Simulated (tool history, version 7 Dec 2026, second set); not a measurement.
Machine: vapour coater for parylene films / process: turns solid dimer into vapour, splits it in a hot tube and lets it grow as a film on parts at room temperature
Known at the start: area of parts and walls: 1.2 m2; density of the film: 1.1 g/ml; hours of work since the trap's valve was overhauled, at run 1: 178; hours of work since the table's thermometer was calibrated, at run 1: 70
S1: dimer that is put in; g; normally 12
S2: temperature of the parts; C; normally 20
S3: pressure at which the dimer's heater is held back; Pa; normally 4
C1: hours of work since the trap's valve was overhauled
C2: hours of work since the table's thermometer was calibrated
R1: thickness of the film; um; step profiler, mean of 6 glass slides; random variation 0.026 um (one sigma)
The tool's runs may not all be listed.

run   hour  S1  S2     S3   C1   C2     R1
  1      0  12  20      4  178   70   7.32
  2   18.9  12  20      4  188   80   7.28
  3   32.6  12  20      4  196   88   7.28
  4   57.7  12  20      4  209  101   7.27
  5   72.8  12  15      4  217  109   8.59
  6   96.6  12  15      4  230  122   8.59
  7  108.4  12  15      4  236  129   8.59
  8  125.8  12  20      4  246  138   7.26
  9  149.4  12  20      4  258  151   7.22
 10  168.2  12  20      4  268  161   7.24
 11  189.6  12  20      4  280  172   7.25
 12  210.7  12  20   3.72  291  184   7.27
 13  231.6  12  20      4  303  195   7.23
 14  253.4  12  20      4  314  207   7.19
 15  267.9  16  20      4  322  214   9.59
 16  291.1   9  20      4  335  227   5.38
 17    315   9  20      4  347  240   5.37
 18  331.7   9  20      4  356  249   5.37
 19    344   9  20      4  363  255   5.35
 20  362.4  12  20      4  373  265   7.15
 21  384.4  12  20      4  385  277   7.15
 22  398.8  12  20      4  393  285   7.11
 23  424.7  10  21   2.98  406  299    5.9
 24  442.2  10  21   2.98  416  308   5.91
 25  468.6  13  24      4  430  322   6.37
     474.5  -- trap's valve overhauled
 26  497.9  12  12      4   13  336   8.12
 27  512.5  12  26      4   20  344   5.17
 28  533.1  15  30   3.88   32  355   5.36
 29  544.7  21  16   4.18   38  361  14.08
 30  560.1  21  16   4.18   46  370  14.06
     587.9  -- trap's valve overhauled, once more
 31  587.9   8  24  11.11    0  382   3.58
 32    611  12  15  11.42   12  395   8.23
 33  633.8  14  15    2.6   25  407  10.38
 34  659.1  14  15    2.6   38  421  10.31
 35  683.4   5  21  11.78   51  434   2.54
 36  698.3   7  27  11.78   59  442   2.67
 37  712.3  13  23   4.97   67  449   6.82
 38  730.5   8  30    2.6   77  459   3.32
 39    754   8  28   2.94   89  472   3.57
 40  773.2  14  27   4.64  100  482   6.09
 41  784.1  14  27   4.64  106  488   6.12
 42    800  22  27  10.59  114  496   8.55
 43  820.9  22  27  10.59  125  508   8.48
 44  836.5   7  27  10.59  134  516   2.72

Below are 3 alternative next runs, each starting from the tool's condition after run 44. Predict each:
  A  851.8   7  16   10.7  142  524   ?
  B  851.8  10  27  10.52  142  524   ?
  C  851.8   7  27   3.63  142  524   ?

run    R1
  A  4.56
  B  3.85
  C  3.11
Stripped of hidden state, with their random variation kept, the same runs would have yielded:
run    R1
  A  4.58
  B  3.87
  C  3.12
